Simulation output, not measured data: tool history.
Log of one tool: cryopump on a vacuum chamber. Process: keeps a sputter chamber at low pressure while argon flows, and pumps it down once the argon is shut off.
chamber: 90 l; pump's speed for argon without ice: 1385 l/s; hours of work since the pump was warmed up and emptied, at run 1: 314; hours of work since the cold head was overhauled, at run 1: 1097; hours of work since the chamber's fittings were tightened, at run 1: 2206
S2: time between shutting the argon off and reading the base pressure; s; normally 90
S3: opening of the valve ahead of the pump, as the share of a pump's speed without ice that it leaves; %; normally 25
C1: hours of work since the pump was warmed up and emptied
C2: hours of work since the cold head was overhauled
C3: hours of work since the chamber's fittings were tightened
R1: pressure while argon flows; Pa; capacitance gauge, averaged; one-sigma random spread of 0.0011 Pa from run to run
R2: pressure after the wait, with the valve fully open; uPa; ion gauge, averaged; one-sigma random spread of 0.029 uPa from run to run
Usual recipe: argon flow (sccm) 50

{"run": 1, "hour": 0.0, "argon flow (sccm)": 50, "S2": 90, "S3": 25, "C1": 314, "C2": 1097, "C3": 2206, "R1": 0.2518, "R2": 2.53}
{"run": 2, "hour": 76.5, "argon flow (sccm)": 50, "S2": 90, "S3": 25, "C1": 364, "C2": 1148, "C3": 2257, "R1": 0.2519, "R2": 2.55}
{"run": 3, "hour": 117.0, "argon flow (sccm)": 50, "S2": 90, "S3": 25, "C1": 391, "C2": 1174, "C3": 2284, "R1": 0.2554, "R2": 2.51}
{"run": 4, "hour": 187.1, "argon flow (sccm)": 50, "S2": 90, "S3": 25, "C1": 437, "C2": 1221, "C3": 2330, "R1": 0.2514, "R2": 2.65}
{"run": 5, "hour": 232.1, "argon flow (sccm)": 50, "S2": 90, "S3": 25, "C1": 467, "C2": 1250, "C3": 2360, "R1": 0.2535, "R2": 2.7}
{"run": 6, "hour": 316.7, "argon flow (sccm)": 52, "S2": 90, "S3": 25, "C1": 523, "C2": 1306, "C3": 2416, "R1": 0.2651, "R2": 2.76}
{"run": 7, "hour": 381.8, "argon flow (sccm)": 52, "S2": 90, "S3": 25, "C1": 566, "C2": 1349, "C3": 2459, "R1": 0.2675, "R2": 2.8}
{"run": 8, "hour": 433.7, "argon flow (sccm)": 52, "S2": 90, "S3": 25, "C1": 600, "C2": 1383, "C3": 2493, "R1": 0.2681, "R2": 2.82}
{"run": 9, "hour": 475.2, "argon flow (sccm)": 50, "S2": 90, "S3": 25, "C1": 628, "C2": 1411, "C3": 2520, "R1": 0.2588, "R2": 2.8}
{"run": 10, "hour": 523.0, "argon flow (sccm)": 50, "S2": 90, "S3": 25, "C1": 659, "C2": 1442, "C3": 2552, "R1": 0.2593, "R2": 2.84}
{"run": 11, "hour": 591.7, "argon flow (sccm)": 20, "S2": 90, "S3": 25, "C1": 705, "C2": 1488, "C3": 2597, "R1": 0.1056, "R2": 2.96}
{"run": 12, "hour": 654.3, "argon flow (sccm)": 20, "S2": 90, "S3": 25, "C1": 746, "C2": 1529, "C3": 2638, "R1": 0.1043, "R2": 3.07}
{"hour": 665.7, "done": "pump warmed up, emptied and cooled again"}
{"run": 13, "hour": 707.2, "argon flow (sccm)": 20, "S2": 90, "S3": 25, "C1": 27, "C2": 1561, "C3": 2670, "R1": 0.0981, "R2": 2.6}
{"run": 14, "hour": 750.7, "argon flow (sccm)": 20, "S2": 90, "S3": 25, "C1": 56, "C2": 1589, "C3": 2699, "R1": 0.0984, "R2": 2.69}
{"run": 15, "hour": 803.4, "argon flow (sccm)": 20, "S2": 90, "S3": 25, "C1": 91, "C2": 1624, "C3": 2734, "R1": 0.0985, "R2": 2.66}
{"run": 16, "hour": 881.3, "argon flow (sccm)": 20, "S2": 90, "S3": 25, "C1": 142, "C2": 1676, "C3": 2785, "R1": 0.0994, "R2": 2.79}
{"run": 17, "hour": 917.7, "argon flow (sccm)": 20, "S2": 90, "S3": 25, "C1": 166, "C2": 1700, "C3": 2809, "R1": 0.099, "R2": 2.79}
{"run": 18, "hour": 987.5, "argon flow (sccm)": 20, "S2": 90, "S3": 25, "C1": 212, "C2": 1746, "C3": 2855, "R1": 0.1006, "R2": 2.79}
{"run": 19, "hour": 1057.1, "argon flow (sccm)": 20, "S2": 90, "S3": 25, "C1": 258, "C2": 1792, "C3": 2901, "R1": 0.0993, "R2": 2.73}
{"run": 20, "hour": 1142.7, "argon flow (sccm)": 39, "S2": 187, "S3": 26, "C1": 315, "C2": 1848, "C3": 2958, "R1": 0.1866, "R2": 2.28}
{"run": 21, "hour": 1218.4, "argon flow (sccm)": 20, "S2": 187, "S3": 30, "C1": 365, "C2": 1898, "C3": 3008, "R1": 0.0845, "R2": 2.38}
{"hour": 1227.1, "done": "leaking fittings of the chamber tightened, without venting"}
{"run": 22, "hour": 1256.7, "argon flow (sccm)": 20, "S2": 130, "S3": 30, "C1": 389, "C2": 1922, "C3": 20, "R1": 0.0846, "R2": 1.1}
{"run": 23, "hour": 1298.5, "argon flow (sccm)": 40, "S2": 97, "S3": 25, "C1": 417, "C2": 1950, "C3": 47, "R1": 0.2022, "R2": 1.42}
{"run": 24, "hour": 1379.2, "argon flow (sccm)": 39, "S2": 34, "S3": 45, "C1": 470, "C2": 2003, "C3": 100, "R1": 0.1131, "R2": 3.31}
{"run": 25, "hour": 1458.3, "argon flow (sccm)": 39, "S2": 34, "S3": 45, "C1": 522, "C2": 2055, "C3": 153, "R1": 0.1146, "R2": 3.42}
{"run": 26, "hour": 1543.2, "argon flow (sccm)": 81, "S2": 78, "S3": 24, "C1": 578, "C2": 2112, "C3": 209, "R1": 0.4337, "R2": 1.73}
{"run": 27, "hour": 1604.8, "argon flow (sccm)": 35, "S2": 50, "S3": 24, "C1": 619, "C2": 2152, "C3": 249, "R1": 0.1872, "R2": 2.51}
{"run": 28, "hour": 1689.4, "argon flow (sccm)": 37, "S2": 86, "S3": 25, "C1": 675, "C2": 2208, "C3": 305, "R1": 0.1926, "R2": 1.66}
{"run": 29, "hour": 1778.2, "argon flow (sccm)": 22, "S2": 79, "S3": 18, "C1": 733, "C2": 2267, "C3": 364, "R1": 0.1565, "R2": 1.81}
{"hour": 1813.4, "done": "pump warmed up, emptied and cooled again"}
{"run": 30, "hour": 1853.7, "argon flow (sccm)": 73, "S2": 42, "S3": 23, "C1": 27, "C2": 2313, "C3": 410, "R1": 0.3954, "R2": 2.93}
{"run": 31, "hour": 1910.2, "argon flow (sccm)": 64, "S2": 255, "S3": 53, "C1": 64, "C2": 2351, "C3": 448, "R1": 0.1539, "R2": 0.89}
{"run": 32, "hour": 1991.9, "argon flow (sccm)": 64, "S2": 255, "S3": 53, "C1": 118, "C2": 2405, "C3": 502, "R1": 0.1547, "R2": 0.92}
{"run": 33, "hour": 2040.2, "argon flow (sccm)": 27, "S2": 255, "S3": 53, "C1": 150, "C2": 2436, "C3": 534, "R1": 0.0643, "R2": 0.95}

What if the next run were any one of these 3? Each begins from the tool's condition after run 33:
{"run": "A", "hour": 2082.2, "argon flow (sccm)": 50, "S2": 90, "S3": 43, "C1": 178, "C2": 2464, "C3": 561, "R1": "?", "R2": "?"}
{"run": "B", "hour": 2082.2, "argon flow (sccm)": 27, "S2": 255, "S3": 50, "C1": 178, "C2": 2464, "C3": 561, "R1": "?", "R2": "?"}
{"run": "C", "hour": 2082.2, "argon flow (sccm)": 68, "S2": 81, "S3": 49, "C1": 178, "C2": 2464, "C3": 561, "R1": "?", "R2": "?"}

run=A R1=0.1478 R2=1.61
run=B R1=0.0697 R2=0.95
run=C R1=0.1774 R2=1.83
What these runs would have given with no unlogged condition in the tool:
run=A R1=0.1417 R2=1.30
run=B R1=0.0664 R2=0.62
run=C R1=0.1691 R2=1.51

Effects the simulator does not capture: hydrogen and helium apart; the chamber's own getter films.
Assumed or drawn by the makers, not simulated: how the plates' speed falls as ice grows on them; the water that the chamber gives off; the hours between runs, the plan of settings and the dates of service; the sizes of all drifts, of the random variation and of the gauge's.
